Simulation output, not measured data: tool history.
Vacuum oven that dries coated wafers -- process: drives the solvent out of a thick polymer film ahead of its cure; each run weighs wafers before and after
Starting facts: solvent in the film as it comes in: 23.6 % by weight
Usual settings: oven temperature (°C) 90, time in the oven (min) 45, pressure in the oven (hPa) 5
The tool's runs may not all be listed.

run,hour,oven temperature (°C),time in the oven (min),pressure in the oven (hPa),solvent left in the film (%)
1,0,90,45,5,1.59
2,11,90,45,5,1.59
3,20.6,90,45,5,1.58
4,33.6,90,45,5,1.56
5,47.2,90,45,5,1.59
6,60.5,90,45,5,1.6
7,68.5,90,45,5,1.6
8,79,97,45,5,0.7
9,85.2,97,45,5,0.71
10,96.6,97,45,5,0.71
11,105.2,97,45,5,0.72
12,116.7,90,45,5,1.59
13,123.6,90,45,5,1.62
14,136.1,75,45,5,5.66
15,146.7,75,45,5,5.67
16,156.2,75,45,8.48,5.88
17,164.8,75,45,8.48,5.88
18,170.6,75,45,8.48,5.88
19,180.9,90,45,6.97,1.68
20,188.6,90,45,5,1.61
21,198.8,90,45,5,1.61
22,210.5,90,45,5,1.62
23,224.1,90,45,5,1.61
24,237.2,80,50,16.43,4.05
# hour 248.8: oven's thermocouples calibrated
25,252.8,93,32,3.9,2.34
26,259,93,32,3.9,2.31

Run 27 is up next; what results do you expect?
27,267.9,93,32,3.9,?

For run 27 the tool returned solvent left in the film (%) 2.34.
On a tool with no hidden condition, and with the same random variation, this run would have come out at solvent left in the film (%) 2.25.

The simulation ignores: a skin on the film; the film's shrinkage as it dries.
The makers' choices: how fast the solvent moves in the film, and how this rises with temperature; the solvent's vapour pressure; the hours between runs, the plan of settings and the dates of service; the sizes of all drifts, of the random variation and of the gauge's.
